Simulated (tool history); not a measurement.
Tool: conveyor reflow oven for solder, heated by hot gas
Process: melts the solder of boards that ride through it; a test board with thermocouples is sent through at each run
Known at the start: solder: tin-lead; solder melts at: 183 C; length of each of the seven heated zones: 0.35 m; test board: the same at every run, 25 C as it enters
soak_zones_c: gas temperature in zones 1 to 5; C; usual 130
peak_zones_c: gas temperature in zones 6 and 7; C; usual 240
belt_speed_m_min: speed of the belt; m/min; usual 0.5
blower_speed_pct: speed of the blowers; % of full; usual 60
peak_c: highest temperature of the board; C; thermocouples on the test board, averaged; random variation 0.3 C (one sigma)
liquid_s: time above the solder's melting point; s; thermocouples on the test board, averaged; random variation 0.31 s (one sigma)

run,hour,soak_zones_c,peak_zones_c,belt_speed_m_min,blower_speed_pct,peak_c,liquid_s
1,0,130,240,0.5,60,218.1,61.3
2,45.9,121,240,0.5,60,216.2,56.4
# hour 55.8: flux residue cleaned out of gas plates and filters
3,103.5,121,233,0.5,60,213.6,54.1
4,148.4,121,233,0.5,60,213.1,54.2
5,209.6,121,233,0.5,60,213.5,53.7
6,276.2,121,233,0.5,60,212.8,53.9
7,316.8,130,240,0.5,60,220,64
8,354,130,240,0.5,60,220.4,63.5
9,440.4,130,240,0.5,60,219.1,64.1
10,502.3,130,240,0.5,60,219.9,63.2
11,556.8,128,240,0.5,60,219.2,62.3
12,618.2,130,249,0.5,60,227.3,69.2
# hour 643: flux residue cleaned out of gas plates and filters
13,693.4,130,240,0.5,60,221.7,65.5
14,731.4,130,240,0.507,60,221.2,64
# hour 778.4: belt drive overhauled, speed set with a stopwatch
15,788.1,130,240,0.507,77,223.7,64.5
16,874.7,130,240,0.507,77,223.5,63.7
17,945.1,130,249,0.5,60,227.7,68
18,987.5,130,249,0.457,68,232.8,77.8
# hour 1033.8: thermocouples of zones 6 and 7 changed
19,1072.2,131,244,0.535,73,222,60.4
20,1147.2,143,240,0.508,73,223,68.5
21,1227.4,143,244,0.508,73,226.1,70.6
# hour 1239.7: flux residue cleaned out of gas plates and filters
22,1293.9,127,240,0.476,60,221.5,67.4
23,1336.2,127,240,0.476,60,222.4,66.6
24,1382.8,130,240,0.565,83,220.5,55.9
25,1466.8,132,231,0.596,82,210.7,46
26,1511.4,130,240,0.5,53,218.5,61
27,1593.7,130,238,0.568,60,213.2,48.2
28,1669.9,130,238,0.568,60,212.5,48.3
29,1745.8,139,237,0.568,60,213,52.5
30,1807.2,139,237,0.568,60,213.1,52
# hour 1828.9: flux residue cleaned out of gas plates and filters
31,1876.9,139,237,0.568,60,216.1,54.8

The same runs without the tool's hidden state, with the same run-to-run variation:
The hidden state here: heat that the gas passes to the board, % of a clean oven's; belt's true speed, % of the reading; true gas temperature in zones 6 and 7 over the reading, C; drift of the gauge itself on peak_c, C; drift of the gauge itself on liquid_s, %.
run,peak_c,liquid_s
1,220.4,62.6
2,218.9,58.3
3,212.9,52.3
4,212.5,52.5
5,213.2,52.2
6,212.8,52.7
7,220,62.6
8,220.5,62.1
9,219.6,63
10,220.6,62.2
11,220.2,61.5
12,228.5,68
13,220.3,62.3
14,220,60.9
15,223.9,64.7
16,224,64.1
17,228.4,68.3
18,233.5,78
19,224.3,61.9
20,225.1,69.6
21,228.5,71.6
22,221.2,66.5
23,222.2,65.8
24,220.7,55.5
25,211.3,46.1
26,218.9,60.7
27,214.2,48.5
28,213.9,48.9
29,214.5,53.2
30,214.8,52.9
31,215,52.6

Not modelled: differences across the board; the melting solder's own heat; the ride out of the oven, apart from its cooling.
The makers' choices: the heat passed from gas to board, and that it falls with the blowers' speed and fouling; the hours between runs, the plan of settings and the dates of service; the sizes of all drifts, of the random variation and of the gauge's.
